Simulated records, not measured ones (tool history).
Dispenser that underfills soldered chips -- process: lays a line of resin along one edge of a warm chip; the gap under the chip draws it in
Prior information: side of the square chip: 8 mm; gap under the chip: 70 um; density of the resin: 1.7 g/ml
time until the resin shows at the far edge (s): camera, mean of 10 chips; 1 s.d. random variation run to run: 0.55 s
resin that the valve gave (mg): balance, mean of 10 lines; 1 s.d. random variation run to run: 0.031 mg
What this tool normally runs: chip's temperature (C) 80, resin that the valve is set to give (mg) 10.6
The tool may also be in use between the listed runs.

run	hour	chip's temperature (C)	resin that the valve is set to give (mg)	time until the resin shows at the far edge (s)	resin that the valve gave (mg)
1	0	80	10.6	57.9	10.27
# hour 11.4: new syringe of resin
2	13.1	80	10.6	53.4	10.16
3	23.5	80	10.6	76	10.15
# hour 27.6: new syringe of resin
4	34.1	80	10.3	64.3	9.86
# hour 41: stage's temperature calibrated
# hour 45.2: new syringe of resin
5	48.5	80	10.3	52.3	9.79
6	60.5	80	10.3	81.1	9.73
# hour 62.1: new syringe of resin
7	75	80	10.3	73.3	9.67
# hour 77.9: new syringe of resin
# hour 85.2: dispensing valve cleaned and set on the balance
8	85.2	80	13.8	55.3	13.79
# hour 95.7: new syringe of resin
9	99.3	80	10.6	53.4	10.51
10	107	69	10.6	106.2	10.51
# hour 111.8: new syringe of resin
11	115.3	80	10.6	51.7	10.45
12	126.7	70	10.6	113.4	10.46
# hour 127.9: new syringe of resin
13	140.7	70	10.6	104.3	10.35
# hour 144: new syringe of resin
14	148.1	70	12.2	78.3	11.9
15	156	70	12.2	105.4	11.87
# hour 159.7: new syringe of resin
16	166.6	70	12.2	83.1	11.84
# hour 176: new syringe of resin
17	177.8	70	12.2	71.9	11.79
18	185.8	70	12.2	96.5	11.81
# hour 192.2: new syringe of resin
19	197	88	9.4	45.1	8.98
20	205.2	92	12.6	47.5	12.11
# hour 208.4: new syringe of resin
21	213.8	80	9.3	58.9	8.85
# hour 224.3: new syringe of resin
22	225.9	68	9.1	83.8	8.65
23	238.7	68	9.1	134.2	8.6
# hour 240.2: new syringe of resin
24	249.9	91	9	49.1	8.44

Expected results for the next run?
# hour 256.6: new syringe of resin
25	256.6	91	9	?	?

Run 25 came out at time until the resin shows at the far edge (s) 36.2, resin that the valve gave (mg) 8.47.
Had the tool carried no hidden state, the very same run would have given time until the resin shows at the far edge (s) 32.9, resin that the valve gave (mg) 9.02.

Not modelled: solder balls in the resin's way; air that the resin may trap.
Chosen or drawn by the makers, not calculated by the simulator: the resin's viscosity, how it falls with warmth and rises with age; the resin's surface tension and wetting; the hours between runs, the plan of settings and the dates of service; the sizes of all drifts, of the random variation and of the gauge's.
